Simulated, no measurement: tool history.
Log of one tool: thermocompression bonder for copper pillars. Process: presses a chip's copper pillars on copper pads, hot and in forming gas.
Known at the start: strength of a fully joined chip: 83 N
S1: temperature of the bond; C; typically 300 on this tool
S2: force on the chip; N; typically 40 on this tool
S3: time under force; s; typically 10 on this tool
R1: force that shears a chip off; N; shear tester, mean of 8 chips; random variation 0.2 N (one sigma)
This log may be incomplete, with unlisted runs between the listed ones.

run 1 hour=0 | S1=300 S2=40 S3=10 | R1=35.3
run 2 hour=13 | S1=300 S2=40 S3=10 | R1=35.2
run 3 hour=27.6 | S1=300 S2=40 S3=10 | R1=35.1
run 4 hour=46.3 | S1=300 S2=40 S3=10 | R1=35.3
run 5 hour=56.8 | S1=300 S2=40 S3=10 | R1=34.9
run 6 hour=72 | S1=300 S2=40 S3=10 | R1=34.7
run 7 hour=84.3 | S1=300 S2=40 S3=10 | R1=34.4
-- hour=90.7 forming gas filter changed
run 8 hour=102.6 | S1=300 S2=40 S3=10 | R1=37.1
run 9 hour=117.9 | S1=300 S2=40 S3=10 | R1=37
run 10 hour=128 | S1=300 S2=40 S3=10 | R1=37.4
run 11 hour=140.4 | S1=300 S2=40 S3=10 | R1=36.8
run 12 hour=156.9 | S1=300 S2=40 S3=10 | R1=36.9
run 13 hour=165.6 | S1=300 S2=40 S3=10 | R1=36.6
run 14 hour=183.8 | S1=300 S2=40 S3=10 | R1=36.8
-- hour=186.5 force cell calibrated
run 15 hour=199.2 | S1=300 S2=40 S3=7 | R1=32
run 16 hour=211.5 | S1=300 S2=40 S3=7 | R1=31.9

What will run 17 give?
run 17 hour=226.8 | S1=316 S2=39 S3=7 | R1=?

For run 17 the tool returned R1 35.6 N.
Were there no unlogged condition in the tool, this run, its random variation unchanged, would have produced R1 36.9 N.

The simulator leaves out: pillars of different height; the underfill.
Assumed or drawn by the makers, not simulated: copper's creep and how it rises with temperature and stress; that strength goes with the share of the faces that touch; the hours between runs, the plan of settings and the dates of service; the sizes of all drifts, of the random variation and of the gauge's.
